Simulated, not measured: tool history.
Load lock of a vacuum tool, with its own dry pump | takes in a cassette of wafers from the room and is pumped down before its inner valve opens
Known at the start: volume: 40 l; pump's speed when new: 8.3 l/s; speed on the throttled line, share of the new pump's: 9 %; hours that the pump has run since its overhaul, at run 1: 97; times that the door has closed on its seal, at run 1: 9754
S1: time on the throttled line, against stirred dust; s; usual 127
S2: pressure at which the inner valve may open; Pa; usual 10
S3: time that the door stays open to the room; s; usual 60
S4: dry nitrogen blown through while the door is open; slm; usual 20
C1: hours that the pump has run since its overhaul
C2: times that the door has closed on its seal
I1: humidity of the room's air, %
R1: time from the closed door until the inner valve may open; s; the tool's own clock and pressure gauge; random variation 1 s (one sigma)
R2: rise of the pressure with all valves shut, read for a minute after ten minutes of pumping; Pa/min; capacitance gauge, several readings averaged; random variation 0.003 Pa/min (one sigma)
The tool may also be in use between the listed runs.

run 1 hour=0.0 | S1=127 S2=10 S3=60 S4=20 | C1=97 C2=9754 | I1=43.5 | R1=161.0 R2=0.157
run 2 hour=89.6 | S1=127 S2=10 S3=60 S4=20 | C1=187 C2=10187 | I1=45.8 | R1=157.7 R2=0.168
run 3 hour=178.9 | S1=127 S2=10 S3=60 S4=20 | C1=276 C2=10619 | I1=44.1 | R1=162.0 R2=0.165
run 4 hour=267.8 | S1=127 S2=10 S3=60 S4=20 | C1=365 C2=11049 | I1=46.1 | R1=159.4 R2=0.183
run 5 hour=392.6 | S1=127 S2=10 S3=60 S4=23 | C1=490 C2=11652 | I1=50.5 | R1=161.2 R2=0.197
run 6 hour=488.2 | S1=127 S2=10 S3=60 S4=23 | C1=586 C2=12114 | I1=43.1 | R1=160.1 R2=0.188
run 7 hour=557.5 | S1=127 S2=10 S3=60 S4=20 | C1=655 C2=12449 | I1=44.1 | R1=160.7 R2=0.212
run 8 hour=675.6 | S1=127 S2=10 S3=60 S4=20 | C1=773 C2=13020 | I1=43.8 | R1=159.3 R2=0.209
run 9 hour=779.7 | S1=127 S2=10 S3=60 S4=20 | C1=877 C2=13524 | I1=45.0 | R1=159.9 R2=0.225
run 10 hour=870.4 | S1=127 S2=10 S3=169 S4=20 | C1=968 C2=13962 | I1=48.0 | R1=159.4 R2=0.261
run 11 hour=981.0 | S1=127 S2=10 S3=169 S4=20 | C1=1078 C2=14497 | I1=46.0 | R1=162.7 R2=0.271
run 12 hour=1038.2 | S1=127 S2=10 S3=60 S4=20 | C1=1136 C2=14773 | I1=45.9 | R1=159.9 R2=0.256
run 13 hour=1156.4 | S1=127 S2=10 S3=60 S4=20 | C1=1254 C2=15345 | I1=46.6 | R1=162.0 R2=0.270
run 14 hour=1239.6 | S1=127 S2=10 S3=60 S4=20 | C1=1337 C2=15747 | I1=46.1 | R1=161.3 R2=0.278
run 15 hour=1357.7 | S1=99 S2=10 S3=60 S4=20 | C1=1455 C2=16318 | I1=45.4 | R1=136.2 R2=0.289
run 16 hour=1463.6 | S1=99 S2=10 S3=60 S4=20 | C1=1561 C2=16830 | I1=45.2 | R1=135.1 R2=0.289
run 17 hour=1518.8 | S1=158 S2=10 S3=60 S4=13 | C1=1616 C2=17097 | I1=44.3 | R1=187.6 R2=0.312
run 18 hour=1615.0 | S1=67 S2=10 S3=66 S4=20 | C1=1712 C2=17562 | I1=47.4 | R1=106.7 R2=0.326
run 19 hour=1714.4 | S1=127 S2=18 S3=60 S4=20 | C1=1812 C2=18042 | I1=41.8 | R1=156.9 R2=0.327
run 20 hour=1840.6 | S1=127 S2=18 S3=60 S4=20 | C1=1938 C2=18652 | I1=44.7 | R1=158.6 R2=0.343
run 21 hour=1899.3 | S1=136 S2=10 S3=60 S4=6 | C1=1997 C2=18936 | I1=46.6 | R1=168.2 R2=0.370
run 22 hour=1968.0 | S1=116 S2=10 S3=74 S4=20 | C1=2065 C2=19269 | I1=46.0 | R1=150.0 R2=0.366
run 23 hour=2071.5 | S1=153 S2=10 S3=60 S4=10 | C1=2169 C2=19769 | I1=45.6 | R1=184.9 R2=0.387
run 24 hour=2152.6 | S1=153 S2=17 S3=219 S4=10 | C1=2250 C2=20161 | I1=43.2 | R1=179.5 R2=0.436
run 25 hour=2233.2 | S1=66 S2=9 S3=159 S4=35 | C1=2331 C2=20551 | I1=45.5 | R1=106.9 R2=0.405
run 26 hour=2337.9 | S1=66 S2=9 S3=159 S4=35 | C1=2435 C2=21057 | I1=44.0 | R1=106.3 R2=0.417
run 27 hour=2424.9 | S1=66 S2=9 S3=159 S4=35 | C1=2522 C2=21478 | I1=46.6 | R1=106.5 R2=0.436
run 28 hour=2515.6 | S1=127 S2=9 S3=60 S4=20 | C1=2613 C2=21916 | I1=41.9 | R1=161.7 R2=0.429
run 29 hour=2586.0 | S1=65 S2=10 S3=60 S4=7 | C1=2683 C2=22256 | I1=46.4 | R1=104.6 R2=0.468
run 30 hour=2690.6 | S1=127 S2=10 S3=75 S4=20 | C1=2788 C2=22762 | I1=45.1 | R1=160.7 R2=0.464
run 31 hour=2785.5 | S1=150 S2=12 S3=132 S4=9 | C1=2883 C2=23221 | I1=45.0 | R1=179.3 R2=0.503
run 32 hour=2858.5 | S1=150 S2=12 S3=132 S4=9 | C1=2956 C2=23574 | I1=46.6 | R1=182.1 R2=0.524

4 ways to go on from here, each from the tool as it stands after run 32. What would each give?
run A hour=2934.5 | S1=150 S2=12 S3=31 S4=5 | C1=3032 C2=23941 | I1=46.7 | R1=? R2=?
run B hour=2934.5 | S1=150 S2=12 S3=132 S4=13 | C1=3032 C2=23941 | I1=43.5 | R1=? R2=?
run C hour=2934.5 | S1=142 S2=12 S3=26 S4=9 | C1=3032 C2=23941 | I1=41.6 | R1=? R2=?
run D hour=2934.5 | S1=127 S2=15 S3=213 S4=15 | C1=3032 C2=23941 | I1=46.1 | R1=? R2=?

run=A R1=180.2 R2=0.492
run=B R1=178.1 R2=0.519
run=C R1=173.6 R2=0.499
run=D R1=159.1 R2=0.537
Without the tool's hidden state the same runs would have given:
run=A R1=179.3 R2=0.039
run=B R1=177.3 R2=0.059
run=C R1=172.7 R2=0.032
run=D R1=158.2 R2=0.080
